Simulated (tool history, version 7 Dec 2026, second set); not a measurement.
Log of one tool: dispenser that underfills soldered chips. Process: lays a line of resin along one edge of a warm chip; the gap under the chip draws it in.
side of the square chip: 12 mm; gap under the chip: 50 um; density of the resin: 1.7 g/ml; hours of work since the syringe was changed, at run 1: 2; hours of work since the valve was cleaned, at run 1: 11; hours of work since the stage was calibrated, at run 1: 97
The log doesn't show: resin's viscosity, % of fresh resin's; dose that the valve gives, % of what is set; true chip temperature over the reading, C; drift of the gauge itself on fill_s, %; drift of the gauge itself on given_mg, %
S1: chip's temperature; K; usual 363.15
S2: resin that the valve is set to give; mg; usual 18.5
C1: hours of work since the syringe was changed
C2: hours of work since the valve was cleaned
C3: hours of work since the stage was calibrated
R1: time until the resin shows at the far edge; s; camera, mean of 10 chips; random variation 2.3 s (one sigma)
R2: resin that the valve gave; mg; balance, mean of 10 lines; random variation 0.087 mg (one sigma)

{"run": 1, "day": 0.0, "S1": 363.15, "S2": 18.5, "C1": 2, "C2": 11, "C3": 97, "R1": 263.2, "R2": 18.28}
{"day": 0.508, "done": "new syringe of resin"}
{"run": 2, "day": 0.508, "S1": 363.15, "S2": 19.6, "C1": 0, "C2": 19, "C3": 104, "R1": 225.2, "R2": 19.21}
{"run": 3, "day": 1.017, "S1": 363.15, "S2": 19.6, "C1": 7, "C2": 26, "C3": 112, "R1": 377.3, "R2": 19.22}
{"day": 1.142, "done": "new syringe of resin"}
{"run": 4, "day": 1.371, "S1": 363.15, "S2": 19.6, "C1": 3, "C2": 31, "C3": 117, "R1": 285.1, "R2": 19.28}
{"day": 1.788, "done": "new syringe of resin"}
{"run": 5, "day": 1.812, "S1": 363.15, "S2": 19.6, "C1": 0, "C2": 37, "C3": 123, "R1": 232.7, "R2": 19.08}
{"run": 6, "day": 2.021, "S1": 368.15, "S2": 18.5, "C1": 3, "C2": 41, "C3": 126, "R1": 248.3, "R2": 17.93}
{"run": 7, "day": 2.296, "S1": 368.15, "S2": 18.5, "C1": 7, "C2": 45, "C3": 130, "R1": 318.4, "R2": 17.89}
{"day": 2.421, "done": "new syringe of resin"}
{"run": 8, "day": 2.808, "S1": 368.15, "S2": 18.5, "C1": 6, "C2": 52, "C3": 138, "R1": 285.1, "R2": 17.92}
{"day": 3.075, "done": "new syringe of resin"}
{"run": 9, "day": 3.296, "S1": 368.15, "S2": 18.5, "C1": 3, "C2": 59, "C3": 145, "R1": 240.4, "R2": 17.78}
{"day": 3.708, "done": "new syringe of resin"}
{"run": 10, "day": 3.783, "S1": 368.15, "S2": 18.5, "C1": 1, "C2": 66, "C3": 152, "R1": 208.5, "R2": 17.69}
{"run": 11, "day": 4.183, "S1": 368.15, "S2": 18.5, "C1": 7, "C2": 72, "C3": 158, "R1": 304.0, "R2": 17.41}
{"day": 4.367, "done": "new syringe of resin"}
{"run": 12, "day": 4.7, "S1": 368.15, "S2": 18.5, "C1": 5, "C2": 79, "C3": 165, "R1": 269.7, "R2": 17.37}
{"run": 13, "day": 4.983, "S1": 363.15, "S2": 16.8, "C1": 9, "C2": 84, "C3": 170, "R1": 424.6, "R2": 15.63}
{"day": 5.029, "done": "new syringe of resin"}
{"run": 14, "day": 5.454, "S1": 363.15, "S2": 20.3, "C1": 6, "C2": 91, "C3": 176, "R1": 350.7, "R2": 18.89}
{"day": 5.696, "done": "new syringe of resin"}
{"run": 15, "day": 5.754, "S1": 372.15, "S2": 18.5, "C1": 1, "C2": 95, "C3": 181, "R1": 178.3, "R2": 17.18}
{"run": 16, "day": 6.146, "S1": 372.15, "S2": 18.5, "C1": 7, "C2": 101, "C3": 186, "R1": 266.4, "R2": 17.08}
{"day": 6.338, "done": "dispensing valve cleaned and set on the balance"}
{"day": 6.392, "done": "new syringe of resin"}
{"run": 17, "day": 6.471, "S1": 363.15, "S2": 17.0, "C1": 1, "C2": 2, "C3": 190, "R1": 246.8, "R2": 16.95}
{"run": 18, "day": 6.979, "S1": 363.15, "S2": 22.5, "C1": 9, "C2": 9, "C3": 198, "R1": 389.1, "R2": 22.21}
{"day": 7.038, "done": "new syringe of resin"}
{"run": 19, "day": 7.283, "S1": 348.15, "S2": 16.5, "C1": 4, "C2": 14, "C3": 202, "R1": 470.1, "R2": 16.35}
{"run": 20, "day": 7.492, "S1": 348.15, "S2": 16.5, "C1": 7, "C2": 17, "C3": 205, "R1": 593.4, "R2": 16.25}
{"day": 7.7, "done": "new syringe of resin"}
{"run": 21, "day": 8.008, "S1": 348.15, "S2": 16.5, "C1": 5, "C2": 24, "C3": 213, "R1": 519.5, "R2": 16.19}
{"day": 8.367, "done": "new syringe of resin"}
{"run": 22, "day": 8.429, "S1": 370.15, "S2": 21.8, "C1": 1, "C2": 30, "C3": 219, "R1": 186.0, "R2": 21.24}
{"run": 23, "day": 8.658, "S1": 365.15, "S2": 17.8, "C1": 4, "C2": 34, "C3": 222, "R1": 278.7, "R2": 17.11}
{"day": 9.0, "done": "new syringe of resin"}
{"run": 24, "day": 9.083, "S1": 365.15, "S2": 17.8, "C1": 1, "C2": 40, "C3": 228, "R1": 233.0, "R2": 17.15}
{"run": 25, "day": 9.542, "S1": 376.15, "S2": 19.5, "C1": 8, "C2": 47, "C3": 235, "R1": 252.7, "R2": 18.85}
{"day": 9.633, "done": "new syringe of resin"}
{"run": 26, "day": 9.983, "S1": 370.15, "S2": 19.1, "C1": 5, "C2": 53, "C3": 241, "R1": 252.8, "R2": 18.38}
{"day": 10.279, "done": "new syringe of resin"}
{"run": 27, "day": 10.483, "S1": 367.15, "S2": 17.4, "C1": 3, "C2": 60, "C3": 249, "R1": 244.4, "R2": 16.69}
{"run": 28, "day": 10.833, "S1": 367.15, "S2": 17.4, "C1": 8, "C2": 65, "C3": 254, "R1": 349.4, "R2": 16.59}
{"day": 10.942, "done": "new syringe of resin"}
{"run": 29, "day": 11.158, "S1": 363.15, "S2": 21.3, "C1": 3, "C2": 70, "C3": 259, "R1": 271.2, "R2": 20.27}
{"day": 11.583, "done": "new syringe of resin"}
{"run": 30, "day": 11.658, "S1": 378.15, "S2": 23.5, "C1": 1, "C2": 77, "C3": 266, "R1": 146.0, "R2": 22.05}
{"run": 31, "day": 11.958, "S1": 367.15, "S2": 21.2, "C1": 6, "C2": 82, "C3": 270, "R1": 278.6, "R2": 19.98}
{"day": 12.246, "done": "new syringe of resin"}
{"run": 32, "day": 12.417, "S1": 349.15, "S2": 19.9, "C1": 3, "C2": 88, "C3": 277, "R1": 422.3, "R2": 18.55}
{"day": 12.892, "done": "new syringe of resin"}
{"run": 33, "day": 12.904, "S1": 366.15, "S2": 19.9, "C1": 0, "C2": 95, "C3": 284, "R1": 203.5, "R2": 18.54}
{"run": 34, "day": 13.179, "S1": 366.15, "S2": 19.9, "C1": 4, "C2": 99, "C3": 288, "R1": 266.6, "R2": 18.36}
{"day": 13.438, "done": "dispensing valve cleaned and set on the balance"}
{"run": 35, "day": 13.546, "S1": 370.15, "S2": 18.9, "C1": 9, "C2": 2, "C3": 293, "R1": 323.7, "R2": 18.8}

Measured less the same run without the tool's hidden state. The same run-to-run variation is in both; the gauge's scatter may not be:
run=1 R1=+30.9 R2=-0.14
run=2 R1=+0.2 R2=-0.26
run=3 R1=+149.0 R2=-0.37
run=4 R1=+56.9 R2=-0.44
run=5 R1=+4.9 R2=-0.52
run=6 R1=+51.4 R2=-0.54
run=7 R1=+125.6 R2=-0.58
run=8 R1=+89.2 R2=-0.69
run=9 R1=+45.1 R2=-0.79
run=10 R1=+11.2 R2=-0.89
run=11 R1=+111.0 R2=-0.97
run=12 R1=+72.3 R2=-1.07
run=13 R1=+191.5 R2=-1.01
run=14 R1=+120.4 R2=-1.32
run=15 R1=+7.3 R2=-1.27
run=16 R1=+92.9 R2=-1.34
run=17 R1=+14.7 R2=-0.04
run=18 R1=+167.5 R2=-0.18
run=19 R1=+87.3 R2=-0.19
run=20 R1=+201.1 R2=-0.23
run=21 R1=+126.2 R2=-0.31
run=22 R1=+6.5 R2=-0.51
run=23 R1=+65.3 R2=-0.47
run=24 R1=+16.6 R2=-0.54
run=25 R1=+103.7 R2=-0.70
run=26 R1=+70.0 R2=-0.77
run=27 R1=+40.7 R2=-0.79
run=28 R1=+144.3 R2=-0.86
run=29 R1=+45.1 R2=-1.13
run=30 R1=+5.6 R2=-1.38
run=31 R1=+79.7 R2=-1.33
run=32 R1=+55.4 R2=-1.35
run=33 R1=-2.0 R2=-1.45
run=34 R1=+61.6 R2=-1.51
run=35 R1=+141.9 R2=-0.03
